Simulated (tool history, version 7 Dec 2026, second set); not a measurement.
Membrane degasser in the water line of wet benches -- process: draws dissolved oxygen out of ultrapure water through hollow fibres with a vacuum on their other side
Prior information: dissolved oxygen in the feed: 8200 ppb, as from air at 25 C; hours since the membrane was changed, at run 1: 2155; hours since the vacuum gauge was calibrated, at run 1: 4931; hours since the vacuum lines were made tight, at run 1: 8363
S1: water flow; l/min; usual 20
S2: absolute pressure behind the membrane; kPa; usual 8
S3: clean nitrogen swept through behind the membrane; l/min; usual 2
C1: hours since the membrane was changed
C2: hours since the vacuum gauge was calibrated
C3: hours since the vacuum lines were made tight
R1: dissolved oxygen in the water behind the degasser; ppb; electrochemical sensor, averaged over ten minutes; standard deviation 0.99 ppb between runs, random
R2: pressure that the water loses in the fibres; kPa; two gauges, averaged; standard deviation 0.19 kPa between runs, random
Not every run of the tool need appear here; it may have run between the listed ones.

run	hour	S1	S2	S3	C1	C2	C3	R1	R2
1	0	20	8	2	2155	4931	8363	118	41.34
2	48.2	20	8	2	2203	4979	8412	117.6	41.21
3	83.5	20	8	2	2238	5014	8447	118.3	41.65
4	153.7	20	5.11	2	2309	5084	8517	48.2	41.67
5	211	20	5.11	2	2366	5142	8574	48.9	41.46
6	240.7	20	8.88	2	2395	5171	8604	139.4	41.55
7	297.2	20	8.88	2	2452	5228	8661	137.4	41.2
8	333.1	20	8.88	2	2488	5264	8696	137.8	41.29
9	377.2	20	7.87	1.75	2532	5308	8741	128.7	41.86
10	418.7	20	7.87	1.75	2574	5350	8782	129.4	41.28
# hour 424.1: vacuum gauge calibrated
11	480	20	8	1.8	2634	56	8843	129.4	41.47

Run 12 has not been measured yet. What should we expect?
12	538.2	13	19.8	2.7	2692	114	8901	?	?

R1: 202.9 ppb
R2: 27.13 kPa
Minus the tool's unlogged condition, the same run would have read R1 192.4 ppb, R2 26.81 kPa.

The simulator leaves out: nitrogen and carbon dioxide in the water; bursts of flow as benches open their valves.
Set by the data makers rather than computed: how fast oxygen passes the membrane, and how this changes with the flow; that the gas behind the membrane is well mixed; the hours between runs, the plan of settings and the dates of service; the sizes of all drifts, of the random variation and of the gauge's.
